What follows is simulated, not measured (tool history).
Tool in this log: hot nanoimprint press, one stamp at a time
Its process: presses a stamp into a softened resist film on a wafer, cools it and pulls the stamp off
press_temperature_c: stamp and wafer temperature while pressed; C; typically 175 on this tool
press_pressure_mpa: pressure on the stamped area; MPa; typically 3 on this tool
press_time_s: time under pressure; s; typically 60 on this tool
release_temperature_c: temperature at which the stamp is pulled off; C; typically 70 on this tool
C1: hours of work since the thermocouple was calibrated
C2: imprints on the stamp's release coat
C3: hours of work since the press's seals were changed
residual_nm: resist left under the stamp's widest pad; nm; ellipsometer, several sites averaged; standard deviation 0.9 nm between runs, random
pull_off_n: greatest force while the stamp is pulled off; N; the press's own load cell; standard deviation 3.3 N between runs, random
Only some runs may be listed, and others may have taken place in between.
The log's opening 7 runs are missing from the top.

{"run": 8, "hour": 95.7, "press_temperature_c": 175, "press_pressure_mpa": 3, "press_time_s": 60, "release_temperature_c": 70, "C1": 141, "C2": 548, "C3": 263, "residual_nm": 129.3, "pull_off_n": 181}
{"run": 9, "hour": 108.5, "press_temperature_c": 175, "press_pressure_mpa": 3, "press_time_s": 60, "release_temperature_c": 70, "C1": 149, "C2": 578, "C3": 271, "residual_nm": 126.4, "pull_off_n": 194}
{"run": 10, "hour": 122.7, "press_temperature_c": 175, "press_pressure_mpa": 3, "press_time_s": 60, "release_temperature_c": 69, "C1": 158, "C2": 611, "C3": 279, "residual_nm": 128.2, "pull_off_n": 197}
{"run": 11, "hour": 139.8, "press_temperature_c": 175, "press_pressure_mpa": 3, "press_time_s": 60, "release_temperature_c": 69, "C1": 168, "C2": 651, "C3": 290, "residual_nm": 128.4, "pull_off_n": 190}
{"run": 12, "hour": 152.3, "press_temperature_c": 175, "press_pressure_mpa": 3, "press_time_s": 60, "release_temperature_c": 69, "C1": 176, "C2": 681, "C3": 297, "residual_nm": 128.1, "pull_off_n": 203}
{"run": 13, "hour": 169.7, "press_temperature_c": 175, "press_pressure_mpa": 3, "press_time_s": 60, "release_temperature_c": 69, "C1": 186, "C2": 722, "C3": 308, "residual_nm": 130.6, "pull_off_n": 207}
{"run": 14, "hour": 185.2, "press_temperature_c": 175, "press_pressure_mpa": 3, "press_time_s": 60, "release_temperature_c": 69, "C1": 196, "C2": 758, "C3": 317, "residual_nm": 128.9, "pull_off_n": 202}
{"run": 15, "hour": 201.8, "press_temperature_c": 175, "press_pressure_mpa": 3, "press_time_s": 60, "release_temperature_c": 69, "C1": 206, "C2": 797, "C3": 327, "residual_nm": 128.4, "pull_off_n": 210}
{"run": 16, "hour": 213.1, "press_temperature_c": 175, "press_pressure_mpa": 3, "press_time_s": 104, "release_temperature_c": 69, "C1": 213, "C2": 824, "C3": 334, "residual_nm": 108.1, "pull_off_n": 212}
{"run": 17, "hour": 230.6, "press_temperature_c": 175, "press_pressure_mpa": 3, "press_time_s": 104, "release_temperature_c": 69, "C1": 223, "C2": 865, "C3": 345, "residual_nm": 107, "pull_off_n": 210}
{"run": 18, "hour": 242.5, "press_temperature_c": 175, "press_pressure_mpa": 3, "press_time_s": 65, "release_temperature_c": 70, "C1": 230, "C2": 893, "C3": 352, "residual_nm": 127.5, "pull_off_n": 211}
{"run": 19, "hour": 252.7, "press_temperature_c": 171, "press_pressure_mpa": 3, "press_time_s": 65, "release_temperature_c": 70, "C1": 237, "C2": 917, "C3": 358, "residual_nm": 153.1, "pull_off_n": 220}
{"run": 20, "hour": 266.4, "press_temperature_c": 167, "press_pressure_mpa": 3.42, "press_time_s": 60, "release_temperature_c": 57, "C1": 245, "C2": 949, "C3": 366, "residual_nm": 170.4, "pull_off_n": 243}
{"run": 21, "hour": 284.3, "press_temperature_c": 167, "press_pressure_mpa": 3.42, "press_time_s": 60, "release_temperature_c": 57, "C1": 256, "C2": 991, "C3": 377, "residual_nm": 172.6, "pull_off_n": 251}
{"run": 22, "hour": 296.7, "press_temperature_c": 178, "press_pressure_mpa": 4.22, "press_time_s": 36, "release_temperature_c": 69, "C1": 263, "C2": 1020, "C3": 385, "residual_nm": 112.1, "pull_off_n": 224}
{"run": 23, "hour": 311.5, "press_temperature_c": 179, "press_pressure_mpa": 3.12, "press_time_s": 30, "release_temperature_c": 76, "C1": 272, "C2": 1054, "C3": 394, "residual_nm": 135.2, "pull_off_n": 211}
{"run": 24, "hour": 320.0, "press_temperature_c": 179, "press_pressure_mpa": 3.12, "press_time_s": 30, "release_temperature_c": 76, "C1": 277, "C2": 1074, "C3": 399, "residual_nm": 137, "pull_off_n": 210}
{"run": 25, "hour": 332.7, "press_temperature_c": 172, "press_pressure_mpa": 3, "press_time_s": 60, "release_temperature_c": 70, "C1": 285, "C2": 1104, "C3": 407, "residual_nm": 150, "pull_off_n": 219}
{"run": 26, "hour": 342.9, "press_temperature_c": 175, "press_pressure_mpa": 2.08, "press_time_s": 60, "release_temperature_c": 70, "C1": 291, "C2": 1128, "C3": 413, "residual_nm": 162.3, "pull_off_n": 221}
{"run": 27, "hour": 355.1, "press_temperature_c": 165, "press_pressure_mpa": 2.08, "press_time_s": 38, "release_temperature_c": 70, "C1": 299, "C2": 1157, "C3": 420, "residual_nm": 263.1, "pull_off_n": 232}
{"run": 28, "hour": 363.5, "press_temperature_c": 184, "press_pressure_mpa": 1.87, "press_time_s": 92, "release_temperature_c": 72, "C1": 304, "C2": 1177, "C3": 425, "residual_nm": 104, "pull_off_n": 218}
{"run": 29, "hour": 371.9, "press_temperature_c": 175, "press_pressure_mpa": 1.87, "press_time_s": 92, "release_temperature_c": 70, "C1": 309, "C2": 1196, "C3": 430, "residual_nm": 149.6, "pull_off_n": 236}
{"run": 30, "hour": 383.7, "press_temperature_c": 175, "press_pressure_mpa": 2.81, "press_time_s": 32, "release_temperature_c": 70, "C1": 316, "C2": 1224, "C3": 438, "residual_nm": 167.7, "pull_off_n": 235}

Branching from run 30: 3 alternative next runs. What would each branch give?
{"run": "A", "hour": 400.0, "press_temperature_c": 178, "press_pressure_mpa": 2.81, "press_time_s": 32, "release_temperature_c": 70, "C1": 326, "C2": 1262, "C3": 448, "residual_nm": "?", "pull_off_n": "?"}
{"run": "B", "hour": 400.0, "press_temperature_c": 175, "press_pressure_mpa": 2.41, "press_time_s": 36, "release_temperature_c": 70, "C1": 326, "C2": 1262, "C3": 448, "residual_nm": "?", "pull_off_n": "?"}
{"run": "C", "hour": 400.0, "press_temperature_c": 176, "press_pressure_mpa": 2.81, "press_time_s": 32, "release_temperature_c": 70, "C1": 326, "C2": 1262, "C3": 448, "residual_nm": "?", "pull_off_n": "?"}

run=A residual_nm=151.5 pull_off_n=237
run=B residual_nm=175.6 pull_off_n=239
run=C residual_nm=161.7 pull_off_n=246
What these runs would have given with no unlogged condition in the tool:
run=A residual_nm=143.7 pull_off_n=156
run=B residual_nm=167.1 pull_off_n=158
run=C residual_nm=153.4 pull_off_n=161

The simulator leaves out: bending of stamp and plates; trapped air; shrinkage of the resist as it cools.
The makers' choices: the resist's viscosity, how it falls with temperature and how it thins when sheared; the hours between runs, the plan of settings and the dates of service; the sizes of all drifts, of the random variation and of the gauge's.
